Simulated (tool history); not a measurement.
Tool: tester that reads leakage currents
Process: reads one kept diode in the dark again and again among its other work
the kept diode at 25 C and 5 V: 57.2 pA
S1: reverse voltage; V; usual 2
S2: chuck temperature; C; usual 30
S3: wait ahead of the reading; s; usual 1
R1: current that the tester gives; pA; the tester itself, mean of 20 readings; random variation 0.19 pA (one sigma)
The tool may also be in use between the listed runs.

Run 1, hour 0: usual settings. Result: R1 60.69 pA.
Run 2, hour 235: usual settings. Result: R1 59.68 pA.
Run 3, hour 459.2: usual settings. Result: R1 59.12 pA.
Run 4, hour 584.8: usual settings but S2 23 C. Result: R1 36.17 pA.
Run 5, hour 821.3: usual settings but S2 23 C. Result: R1 36.07 pA.
Run 6, hour 1012.8: usual settings. Result: R1 58.2 pA.
Run 7, hour 1155.6: usual settings but S3 0.68 s. Result: R1 57.94 pA.
At hour 1194.7: probe card cleaned and baked.
At hour 1248.9: chuck's temperature calibrated.
Run 8, hour 1279.3: usual settings. Result: R1 61.84 pA.
Run 9, hour 1437.1: usual settings but S2 32 C. Result: R1 70.89 pA.
Run 10, hour 1631.4: usual settings but S1 1.57 V. Result: R1 56.86 pA.
Run 11, hour 1833.5: usual settings but S1 1.57 V. Result: R1 56.44 pA.
Run 12, hour 1988.7: usual settings but S1 1.57 V. Result: R1 55.88 pA.
Run 13, hour 2096.8: usual settings but S1 1.57 V. Result: R1 55.65 pA.
Run 14, hour 2295.8: usual settings but S1 1.57 V. Result: R1 55.27 pA.
Run 15, hour 2460: usual settings but S1 1.57 V. Result: R1 54.92 pA.
Run 16, hour 2623.9: usual settings but S1 1.57 V. Result: R1 54.59 pA.
Run 17, hour 2808.5: usual settings but S1 1.57 V. Result: R1 54.02 pA.
At hour 2960: tester calibrated.
Run 18, hour 2960: usual settings but S1 1.57 V. Result: R1 54.32 pA.
Run 19, hour 3212.2: usual settings but S2 29 C. Result: R1 54.18 pA.
At hour 3284.2: chuck's temperature calibrated.
Run 20, hour 3470.6: usual settings but S3 1.24 s. Result: R1 62.39 pA.
Run 21, hour 3652.8: usual settings but S3 1.24 s. Result: R1 62.11 pA.
Run 22, hour 3881.2: usual settings but S1 14.64 V, S2 57 C, S3 0.47 s. Result: R1 659.38 pA.
Run 23, hour 4108.3: usual settings but S1 7.14 V, S2 49 C, S3 5.54 s. Result: R1 315.89 pA.
Run 24, hour 4353.1: usual settings but S2 36 C. Result: R1 90.63 pA.
Run 25, hour 4585.8: usual settings but S2 36 C. Result: R1 89.73 pA.
At hour 4624.3: probe card cleaned and baked.
Run 26, hour 4763.1: usual settings but S1 4.73 V, S2 28 C. Result: R1 66.57 pA.
Run 27, hour 4925.6: usual settings but S2 50 C, S3 0.57 s. Result: R1 216.08 pA.
Run 28, hour 5145.9: usual settings but S1 8.6 V, S2 41 C, S3 6.63 s. Result: R1 189.99 pA.
At hour 5309.5: chuck's temperature calibrated.
Run 29, hour 5361.7: usual settings but S1 3.11 V, S2 28 C, S3 4.54 s. Result: R1 61.68 pA.
Run 30, hour 5494.5: usual settings but S1 9.56 V, S2 56 C, S3 1.09 s. Result: R1 544.39 pA.
Run 31, hour 5646.9: usual settings but S1 12.54 V, S3 4.5 s. Result: R1 111.41 pA.
Run 32, hour 5868: usual settings but S1 7.03 V, S2 47 C, S3 4.5 s. Result: R1 278.22 pA.
Run 33, hour 6017.2: usual settings but S1 4.16 V, S2 51 C, S3 2.19 s. Result: R1 303.52 pA.
Run 34, hour 6135.2: usual settings but S1 4.46 V, S2 46 C, S3 4.84 s. Result: R1 224.03 pA.
Run 35, hour 6320.1: usual settings but S2 47 C, S3 1.17 s. Result: R1 185.72 pA.
Run 36, hour 6555.9: usual settings. Result: R1 59.65 pA.
Run 37, hour 6806.3: usual settings but S2 43 C, S3 0.78 s. Result: R1 141.47 pA.
Run 38, hour 7021.3: usual settings but S1 7.61 V. Result: R1 93.59 pA.
Run 39, hour 7162.3: usual settings but S1 7.61 V. Result: R1 93.19 pA.

4 ways to go on from here, each from the tool as it stands after run 39. What would each give?
At hour 7329.8: chuck's temperature calibrated.
Run A, hour 7410.3: usual settings but S1 1.42 V, S2 23 C, S3 1.42 s. Result: R1 ?.
At hour 7329.8: chuck's temperature calibrated.
Run B, hour 7410.3: usual settings but S1 7.61 V, S2 34 C, S3 0.77 s. Result: R1 ?.
At hour 7329.8: chuck's temperature calibrated.
Run C, hour 7410.3: usual settings but S1 9.36 V, S2 48 C, S3 3.63 s. Result: R1 ?.
At hour 7329.8: chuck's temperature calibrated.
Run D, hour 7410.3: usual settings but S2 57 C. Result: R1 ?.

run      R1
  A   34.68
  B  131.26
  C  334.88
  D  355.75
Without the tool's hidden state the same runs would have given:
run      R1
  A      34
  B  126.85
  C  331.24
  D  357.88
